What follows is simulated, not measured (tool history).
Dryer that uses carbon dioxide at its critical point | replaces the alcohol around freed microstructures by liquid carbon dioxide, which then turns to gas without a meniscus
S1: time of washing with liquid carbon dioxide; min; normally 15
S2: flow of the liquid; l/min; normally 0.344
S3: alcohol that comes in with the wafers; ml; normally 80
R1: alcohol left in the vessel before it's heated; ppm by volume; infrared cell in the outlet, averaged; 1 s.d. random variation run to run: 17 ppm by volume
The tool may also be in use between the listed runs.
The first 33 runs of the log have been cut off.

-- hour=849.3 purifier's bed changed
run 34 hour=858.1 | S1=12 S2=0.522 S3=36 | R1=277
run 35 hour=894.2 | S1=15 S2=0.258 S3=80 | R1=4336
run 36 hour=930.9 | S1=15 S2=0.258 S3=80 | R1=4508
run 37 hour=959.3 | S1=15 S2=0.258 S3=80 | R1=4838
run 38 hour=985.8 | S1=15 S2=0.29 S3=28 | R1=1195
run 39 hour=1012.8 | S1=15 S2=0.344 S3=30 | R1=696
run 40 hour=1046.9 | S1=15 S2=0.344 S3=108 | R1=2578
run 41 hour=1074.3 | S1=15 S2=0.313 S3=24 | R1=891
run 42 hour=1099.3 | S1=23 S2=0.344 S3=42 | R1=205
-- hour=1116 inlet filter changed
run 43 hour=1126.6 | S1=23 S2=0.298 S3=35 | R1=192
run 44 hour=1149.4 | S1=23 S2=0.298 S3=35 | R1=192
run 45 hour=1172.5 | S1=23 S2=0.433 S3=35 | R1=76
run 46 hour=1198.5 | S1=10 S2=0.433 S3=35 | R1=1055

Here are 4 independent what-if runs from the current tool condition. What would each one return?
run A hour=1215.5 | S1=22 S2=0.508 S3=79 | R1=?
run B hour=1215.5 | S1=10 S2=0.433 S3=35 | R1=?
run C hour=1215.5 | S1=15 S2=0.401 S3=117 | R1=?
run D hour=1215.5 | S1=10 S2=0.307 S3=81 | R1=?

run=A R1=93
run=B R1=1069
run=C R1=981
run=D R1=7115
Take away the tool's hidden state, keep each run's random variation, and the runs would have read:
run=A R1=10
run=B R1=867
run=C R1=748
run=D R1=6408
